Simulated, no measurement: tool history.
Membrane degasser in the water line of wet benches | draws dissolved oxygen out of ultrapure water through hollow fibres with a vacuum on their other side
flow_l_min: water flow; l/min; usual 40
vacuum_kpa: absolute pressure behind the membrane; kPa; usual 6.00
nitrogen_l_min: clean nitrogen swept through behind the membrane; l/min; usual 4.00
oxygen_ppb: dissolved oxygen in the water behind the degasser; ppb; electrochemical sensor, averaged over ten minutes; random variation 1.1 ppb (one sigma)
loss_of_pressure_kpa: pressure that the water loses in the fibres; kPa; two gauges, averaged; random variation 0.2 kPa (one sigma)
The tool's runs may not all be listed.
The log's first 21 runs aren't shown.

run    hour  flow_l_min  vacuum_kpa  nitrogen_l_min  hours since the membrane was changed  hours since the vacuum gauge was calibrated  hours since the vacuum lines were made tight  oxygen_ppb  loss_of_pressure_kpa
 22   943.8          39       10.28            4.72                                  1938                                           78                                           951       179.4                 42.54
 23   982.2          29        5.35            4.00                                  1976                                          116                                           989        59.7                 31.58
     1037.6  -- vacuum gauge calibrated, once more
 24  1040.2          29        5.35            4.00                                  2034                                            3                                          1047        54.4                 31.62
 25  1068.2          29        5.35            7.10                                  2062                                           31                                          1075        39.8                 31.48
 26  1105.8          61        6.00            5.47                                  2099                                           68                                          1112       177.3                 66.38
 27  1166.4          61        6.00            5.47                                  2160                                          129                                          1173       178.2                 66.56
 28  1220.4          61        9.30            4.63                                  2214                                          183                                          1227       285.8                 66.52
 29  1281.0          61        9.30            2.46                                  2274                                          243                                          1287       421.6                 66.65
 30  1333.2          61        9.30            2.46                                  2327                                          296                                          1340       416.8                 66.54
 31  1372.6          40        6.00            7.91                                  2366                                          335                                          1379        74.3                 43.37

3 ways to go on from here, each from the tool as it stands after run 31. What would each give?
  A  1403.8          40        6.00            1.76                                  2397                                          366                                          1410           ?                     ?
  B  1403.8          46        4.56            7.91                                  2397                                          366                                          1410           ?                     ?
  C  1403.8          33        6.00            3.50                                  2397                                          366                                          1410           ?                     ?

run  oxygen_ppb  loss_of_pressure_kpa
  A       176.1                 43.92
  B        77.0                 49.94
  C        87.7                 36.03
Without the tool's hidden state the same runs would have given:
run  oxygen_ppb  loss_of_pressure_kpa
  A       171.3                 43.24
  B        72.1                 49.15
  C        84.6                 35.46
